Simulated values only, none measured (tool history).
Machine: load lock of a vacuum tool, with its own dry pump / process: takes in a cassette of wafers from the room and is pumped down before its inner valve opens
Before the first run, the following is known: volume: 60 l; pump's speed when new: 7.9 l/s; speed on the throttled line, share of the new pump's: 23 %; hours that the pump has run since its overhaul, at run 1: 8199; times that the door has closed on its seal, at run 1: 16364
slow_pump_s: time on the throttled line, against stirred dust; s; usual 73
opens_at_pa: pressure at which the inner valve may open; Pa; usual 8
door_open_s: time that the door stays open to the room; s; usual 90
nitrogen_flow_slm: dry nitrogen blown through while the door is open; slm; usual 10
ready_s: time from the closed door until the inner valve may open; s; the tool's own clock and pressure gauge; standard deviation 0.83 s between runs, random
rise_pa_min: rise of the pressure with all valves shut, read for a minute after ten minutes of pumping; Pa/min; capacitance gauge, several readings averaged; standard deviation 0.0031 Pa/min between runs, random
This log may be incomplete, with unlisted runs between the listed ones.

run,day,slow_pump_s,opens_at_pa,door_open_s,nitrogen_flow_slm,hours that the pump has run since its overhaul,times that the door has closed on its seal,"incoming humidity of the room's air, %",ready_s,rise_pa_min
1,0,73,8,90,10,8199,16364,47.8,142.1,0.311
2,16.308,73,8,90,10,8590,17839,41.2,145.7,0.327
3,34.521,73,8,90,10,9027,19485,45.1,146.1,0.377
4,46.604,73,8,90,10,9317,20578,47.9,146.5,0.395
5,57.938,73,8,90,10,9589,21602,45.5,147.8,0.405
# day 69.283: dry pump taken out, an overhauled one fitted
6,71.108,73,8,90,10,44,22770,43.6,128.1,0.437
7,86.275,73,8,90,28,408,24142,44.8,130,0.45
8,102.292,73,8,90,7,792,25590,44.7,130.3,0.516
9,122.4,73,8,90,7,1275,27408,45.5,130.1,0.551
10,131.962,73,8,90,13,1504,28272,45.9,132.1,0.56
11,146.308,73,8,90,5,1849,29569,46.9,132.2,0.627
# day 150.375: door's seal changed, seat wiped
12,167.558,73,8,90,10,2357,1554,42,132.7,0.082
13,178.45,73,8,90,10,2619,2539,47.7,134.7,0.099
14,200.792,73,8,90,10,3155,4558,43.8,134.6,0.11
15,222.717,68,8,29,5,3681,6541,40.5,130.7,0.087
16,237.658,71,8,102,10,4040,7891,47.2,136.1,0.147
17,254.85,78,13,102,10,4452,9446,44.4,137,0.158
18,273.067,73,14,90,6,4889,11093,40.6,134.5,0.174
19,286.95,73,14,90,6,5223,12348,45.8,134.8,0.196
20,299.817,73,14,90,6,5531,13511,46.5,133.3,0.219
21,322.425,52,14,117,6,6074,15555,45.6,120.3,0.274
22,340.304,52,14,117,6,6503,17172,45,122.1,0.294
23,355.008,112,14,42,5,6856,18501,41.8,163.3,0.266
24,375.942,112,14,111,7,7358,20393,45.4,166.6,0.355
25,391.762,145,16,77,41,7738,21824,46.6,189.4,0.335
26,410.612,145,16,77,41,8190,23528,44.4,188.4,0.368
27,428.25,47,8,90,10,8614,25122,44,129.4,0.445
28,449.846,120,8,109,6,9132,27075,47.3,179.6,0.507

Difference, measured minus no-hidden-state, one row per run. Run-to-run variation is common to both terms; the gauge's own scatter need not be:
Hidden state present: pump's speed, % of a new pump's; leak at the door's seal, Pa l/s; drift of the gauge itself on ready_s, %; drift of the gauge itself on rise_pa_min, %.
run,ready_s,rise_pa_min
1,+15.2,+0.233
2,+16.4,+0.256
3,+17.5,+0.298
4,+18.3,+0.317
5,+18.9,+0.333
6,+0.9,+0.365
7,+1.5,+0.394
8,+2.2,+0.432
9,+3,+0.468
10,+3.4,+0.487
11,+3.9,+0.537
12,+4.9,+0.009
13,+5.5,+0.015
14,+6.5,+0.032
15,+7.7,+0.047
16,+8.3,+0.06
17,+8.3,+0.077
18,+9.2,+0.094
19,+9.9,+0.112
20,+10.4,+0.132
21,+12.9,+0.167
22,+14,+0.193
23,+11.1,+0.217
24,+12.1,+0.255
25,+10.1,+0.287
26,+10.8,+0.331
27,+21.2,+0.368
28,+16.7,+0.407

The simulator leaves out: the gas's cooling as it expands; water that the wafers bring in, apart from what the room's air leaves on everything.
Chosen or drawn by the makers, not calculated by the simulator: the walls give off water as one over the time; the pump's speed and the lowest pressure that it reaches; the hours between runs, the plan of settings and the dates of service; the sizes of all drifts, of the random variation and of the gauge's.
